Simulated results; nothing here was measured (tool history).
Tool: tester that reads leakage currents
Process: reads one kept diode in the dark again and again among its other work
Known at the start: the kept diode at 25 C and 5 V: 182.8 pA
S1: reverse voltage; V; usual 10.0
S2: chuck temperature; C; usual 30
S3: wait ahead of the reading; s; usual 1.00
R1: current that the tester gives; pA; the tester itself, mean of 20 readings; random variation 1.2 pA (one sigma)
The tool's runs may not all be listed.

run,day,S1,S2,S3,R1
1,0.000,10.0,30,1.00,424.13
2,1.958,10.0,30,1.00,422.40
3,4.096,10.0,30,1.00,421.84
4,8.183,10.0,30,1.00,423.93
5,10.938,10.0,30,1.00,421.39
6,13.117,10.0,30,1.00,426.66
7,15.817,10.0,30,1.00,427.05
8,19.942,10.0,30,1.00,427.19
9,23.829,10.0,30,1.00,429.32
10,28.192,10.0,30,1.00,428.84
11,32.300,10.0,30,1.00,429.49
12,35.300,10.0,30,1.00,429.75
13,38.988,10.0,30,1.00,431.63
14,41.533,10.0,30,1.00,433.88
15,43.654,10.0,30,1.00,433.35
16,46.858,15.8,30,1.00,539.11
17,51.362,15.8,30,1.00,543.53
18,55.379,15.8,30,1.00,542.22
19,57.983,15.8,30,1.00,546.38
20,60.879,15.6,51,1.69,3112.65
21,64.850,15.6,51,1.69,3125.98
22,67.617,2.3,46,1.43,838.57
23,70.612,3.1,40,1.43,586.96
24,74.838,3.1,40,1.43,588.78
25,78.396,1.2,50,7.45,850.68
26,82.762,4.6,26,1.00,211.40
27,85.092,4.6,26,1.00,210.57
28,88.304,4.6,37,1.00,559.71
29,92.550,4.6,37,1.00,558.26
30,96.754,4.6,33,6.26,395.12
31,98.950,3.4,23,0.65,139.63
32,101.367,2.1,52,7.02,1317.87
33,104.754,1.0,51,2.89,853.14
# day 106.517: chuck's temperature calibrated
34,107.104,1.0,51,2.89,816.59
35,111.408,1.0,43,1.30,426.52
36,115.946,1.0,43,1.30,427.04
37,119.321,1.0,43,1.30,426.80

Hidden state or all else? Some run-to-run changes of R1, split into what the settings, what came in and random variation would give without the hidden state, and what is left for the hidden state (with any gauge scatter that isn't in both results):
The hidden state here: stray current of the dirty probe card, pA a volt; current scale over the true one, %; true chuck temperature over the reading, C; drift of the gauge itself on leakage_pa, %.
Run 19 -> 20: S1 15.8 -> 15.6, S2 30 -> 51, S3 1.00 -> 1.69. R1 +2566.27 pA: hidden state +118.45, all else +2447.82.
Run 21 -> 22: S1 15.6 -> 2.3, S2 51 -> 46, S3 1.69 -> 1.43. R1 -2287.41 pA: hidden state -119.69, all else -2167.72.
Run 31 -> 32: S1 3.4 -> 2.1, S2 23 -> 52, S3 0.65 -> 7.02. R1 +1178.24 pA: hidden state +72.01, all else +1106.23.
